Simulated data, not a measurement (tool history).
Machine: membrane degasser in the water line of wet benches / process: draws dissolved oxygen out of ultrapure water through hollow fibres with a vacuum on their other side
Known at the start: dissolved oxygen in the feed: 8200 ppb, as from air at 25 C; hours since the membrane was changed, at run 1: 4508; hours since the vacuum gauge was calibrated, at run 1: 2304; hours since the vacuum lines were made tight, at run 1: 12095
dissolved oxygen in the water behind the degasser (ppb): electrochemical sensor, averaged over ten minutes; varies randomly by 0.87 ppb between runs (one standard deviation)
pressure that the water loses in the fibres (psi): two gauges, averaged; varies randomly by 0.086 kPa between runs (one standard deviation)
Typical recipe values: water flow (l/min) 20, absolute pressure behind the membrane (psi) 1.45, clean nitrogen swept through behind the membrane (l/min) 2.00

run,hour,water flow (l/min),absolute pressure behind the membrane (psi),clean nitrogen swept through behind the membrane (l/min),hours since the membrane was changed,hours since the vacuum gauge was calibrated,hours since the vacuum lines were made tight,dissolved oxygen in the water behind the degasser (ppb),pressure that the water loses in the fibres (psi)
1,0.0,20,1.45,2.00,4508,2304,12095,217.5,5.361
2,99.0,20,1.45,2.16,4607,2403,12194,206.2,5.348
3,208.4,20,1.45,0.94,4717,2513,12303,374.3,5.348
4,338.6,20,1.45,0.94,4847,2643,12434,375.5,5.340
5,448.8,20,1.45,2.00,4957,2753,12544,218.8,5.361
6,535.1,20,1.45,2.00,5043,2840,12630,219.3,5.362
7,659.4,20,1.45,2.00,5167,2964,12754,217.6,5.343
8,723.8,20,1.45,2.00,5232,3028,12819,219.3,5.369
9,804.5,20,1.45,2.00,5313,3109,12899,218.7,5.348
10,897.3,20,1.45,2.00,5405,3202,12992,219.3,5.353
11,968.8,20,1.45,2.00,5477,3273,13064,221.2,5.346
12,1032.8,20,1.45,2.00,5541,3337,13128,221.2,5.350
13,1109.7,20,1.45,2.00,5618,3414,13205,220.8,5.378
14,1213.1,28,2.60,2.86,5721,3518,13308,509.3,7.498
# hour 1305.9: vacuum gauge calibrated
15,1331.9,28,2.60,2.86,5839,26,13426,505.0,7.530
16,1435.3,28,2.60,2.86,5943,129,13530,501.6,7.513
17,1496.1,28,2.60,2.86,6004,190,13591,502.8,7.510
18,1606.5,18,2.19,4.80,6114,301,13701,146.9,4.846

What will run 19 give?
19,1728.7,20,1.99,2.24,6236,423,13823,?,?

{"run 19": {"dissolved oxygen in the water behind the degasser (ppb)": 277.0, "pressure that the water loses in the fibres (psi)": 5.369}}
If the tool had no hidden condition, the same run with the same run-to-run variation would have returned dissolved oxygen in the water behind the degasser (ppb) 267.2, pressure that the water loses in the fibres (psi) 5.294.

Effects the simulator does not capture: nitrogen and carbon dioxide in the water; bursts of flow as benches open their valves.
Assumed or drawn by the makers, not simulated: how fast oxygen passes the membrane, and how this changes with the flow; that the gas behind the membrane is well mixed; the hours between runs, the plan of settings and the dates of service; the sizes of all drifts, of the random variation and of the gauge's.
